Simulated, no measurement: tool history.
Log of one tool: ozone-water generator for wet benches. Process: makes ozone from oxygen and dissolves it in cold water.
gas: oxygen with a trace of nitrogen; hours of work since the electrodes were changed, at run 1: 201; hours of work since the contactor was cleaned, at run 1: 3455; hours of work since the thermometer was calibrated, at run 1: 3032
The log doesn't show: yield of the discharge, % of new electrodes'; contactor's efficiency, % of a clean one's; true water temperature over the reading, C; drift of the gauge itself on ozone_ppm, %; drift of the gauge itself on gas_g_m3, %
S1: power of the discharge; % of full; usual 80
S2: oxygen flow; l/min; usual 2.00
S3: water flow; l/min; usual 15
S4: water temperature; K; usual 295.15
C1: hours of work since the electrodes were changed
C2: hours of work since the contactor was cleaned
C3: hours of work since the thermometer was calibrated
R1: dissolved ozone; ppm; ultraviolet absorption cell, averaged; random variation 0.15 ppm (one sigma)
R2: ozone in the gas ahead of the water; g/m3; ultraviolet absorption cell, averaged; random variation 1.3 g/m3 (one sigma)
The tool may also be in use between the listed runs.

run    hour  S1    S2  S3      S4    C1    C2    C3    R1     R2
  1     0.0  80  2.00  15  295.15   201  3455  3032  18.2  241.5
  2    33.2  80  2.00  15  295.15   228  3482  3059  18.2  242.8
  3    72.2  80  3.16  15  295.15   260  3513  3091  18.3  182.3
  4   104.9  80  2.00  16  295.15   286  3540  3118  17.4  239.0
  5   147.7  80  1.44  16  295.15   321  3575  3153  16.8  292.8
  6   179.7  80  1.44  16  295.15   347  3601  3179  16.6  293.9
  7   199.6  80  2.00  15  289.15   364  3617  3195  19.1  238.3
  8   229.9  80  2.00  15  295.15   388  3642  3219  18.4  237.9
  9   264.2  80  2.00  15  295.15   416  3670  3247  18.4  239.3
 10   292.0  80  2.00  15  288.15   439  3692  3270  19.5  240.1
 11   326.6  80  2.00  15  295.15   467  3721  3298  18.2  238.8
 12   352.4  80  2.00  15  295.15   488  3742  3319  18.0  238.0
 13   374.3  80  2.00  15  295.15   506  3759  3337  18.2  239.2
 14   420.9  80  2.00  15  295.15   544  3797  3375  18.5  237.7
 15   457.0  80  2.00  15  295.15   573  3827  3404  18.1  239.6
 16   503.8  80  2.00  15  295.15   611  3865  3443  18.1  238.5
 17   545.3  80  2.00  15  295.15   645  3899  3476  18.2  239.3
 18   578.3  80  2.00  15  295.15   672  3926  3503  18.2  239.4
 19   610.7  80  2.00  15  295.15   698  3952  3530  18.0  237.1
 20   654.7  80  1.12  15  291.15   734  3988  3565  17.5  336.7
 21   689.8  80  1.12  15  289.15   763  4016  3594  17.8  338.0
 22   712.4  95  2.00  15  295.15   781  4035  3612  19.9  258.5
 23   743.4  80  2.39  10  295.15   806  4060  3638  24.7  213.4
 24   768.6  54  2.39  10  295.15   827  4081  3658  20.0  171.7
 25   806.8  54  2.39  10  295.15   858  4112  3689  20.0  171.8
 26   843.9  86  1.65  10  295.15   888  4142  3719  25.5  276.2
 27   889.3  86  1.65  10  295.15   925  4179  3757  25.6  274.7
 28   909.6  57  1.65  10  288.15   942  4195  3773  22.2  218.4
 29   956.0  56  1.84  23  293.15   980  4233  3811  10.3  204.3
 30   985.0  56  1.84  23  293.15  1003  4257  3834  10.3  202.8
     1011.5  -- contactor cleaned
 31  1034.2  55  1.53  24  293.15  1040    18  3871   9.3  228.0
 32  1062.2  80  2.00  10  295.15  1063    41  3894  24.6  234.1
 33  1089.7  56  1.83  13  302.15  1085    64  3916  15.1  201.6

Hidden state at the last listed run before each entry between runs and at the first one after, where it differs:
Between runs 30 and 31: contactor cleaned (hour 1011.5)
  contactor's efficiency, % of a clean one's: 99.9 -> 100; drift of the gauge itself on gas_g_m3, %: -2.2 -> -2.3
  measured less the result without the state, R2: -4.7 -> -5.5 g/m3
